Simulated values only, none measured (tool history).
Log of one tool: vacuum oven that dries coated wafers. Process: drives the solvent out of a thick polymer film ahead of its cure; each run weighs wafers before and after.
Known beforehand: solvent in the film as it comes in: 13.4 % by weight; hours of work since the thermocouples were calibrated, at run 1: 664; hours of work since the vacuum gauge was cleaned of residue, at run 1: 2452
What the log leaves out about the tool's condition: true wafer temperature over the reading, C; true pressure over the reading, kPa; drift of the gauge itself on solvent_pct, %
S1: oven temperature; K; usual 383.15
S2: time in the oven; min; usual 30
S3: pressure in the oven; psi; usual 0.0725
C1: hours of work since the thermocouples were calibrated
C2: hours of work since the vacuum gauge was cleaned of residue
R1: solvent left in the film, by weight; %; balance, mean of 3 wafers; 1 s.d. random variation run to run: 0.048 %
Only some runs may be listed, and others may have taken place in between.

{"run": 1, "hour": 0.0, "S1": 383.15, "S2": 30, "S3": 0.0725, "C1": 664, "C2": 2452, "R1": 3.21}
{"run": 2, "hour": 39.0, "S1": 383.15, "S2": 30, "S3": 0.0725, "C1": 692, "C2": 2479, "R1": 3.08}
{"run": 3, "hour": 92.9, "S1": 383.15, "S2": 30, "S3": 0.0725, "C1": 730, "C2": 2517, "R1": 3.2}
{"run": 4, "hour": 162.2, "S1": 383.15, "S2": 30, "S3": 0.0725, "C1": 778, "C2": 2566, "R1": 3.22}
{"run": 5, "hour": 232.8, "S1": 383.15, "S2": 30, "S3": 0.0725, "C1": 828, "C2": 2616, "R1": 3.28}
{"run": 6, "hour": 325.1, "S1": 383.15, "S2": 30, "S3": 0.0725, "C1": 893, "C2": 2681, "R1": 3.28}
{"run": 7, "hour": 376.0, "S1": 381.15, "S2": 43, "S3": 0.0725, "C1": 929, "C2": 2716, "R1": 2.67}
{"hour": 384.4, "done": "oven's thermocouples calibrated"}
{"run": 8, "hour": 471.3, "S1": 377.15, "S2": 37, "S3": 0.1861, "C1": 61, "C2": 2782, "R1": 4.94}
{"run": 9, "hour": 562.1, "S1": 377.15, "S2": 37, "S3": 0.1861, "C1": 125, "C2": 2846, "R1": 4.98}
{"hour": 572.6, "done": "oven's thermocouples calibrated, once more"}
{"run": 10, "hour": 649.3, "S1": 377.15, "S2": 37, "S3": 0.1861, "C1": 54, "C2": 2906, "R1": 4.47}

Below are 4 alternative next runs, each starting from the tool's condition after run 10. Predict each:
{"run": "A", "hour": 712.2, "S1": 377.15, "S2": 37, "S3": 0.0402, "C1": 98, "C2": 2950, "R1": "?"}
{"run": "B", "hour": 712.2, "S1": 390.15, "S2": 19, "S3": 0.0563, "C1": 98, "C2": 2950, "R1": "?"}
{"run": "C", "hour": 712.2, "S1": 371.15, "S2": 25, "S3": 0.1861, "C1": 98, "C2": 2950, "R1": "?"}
{"run": "D", "hour": 712.2, "S1": 378.15, "S2": 26, "S3": 0.0513, "C1": 98, "C2": 2950, "R1": "?"}

run=A R1=3.46
run=B R1=2.97
run=C R1=7.19
run=D R1=4.64
Without the tool's hidden state the same runs would have given:
run=A R1=2.8
run=B R1=2.52
run=C R1=6.6
run=D R1=4.06
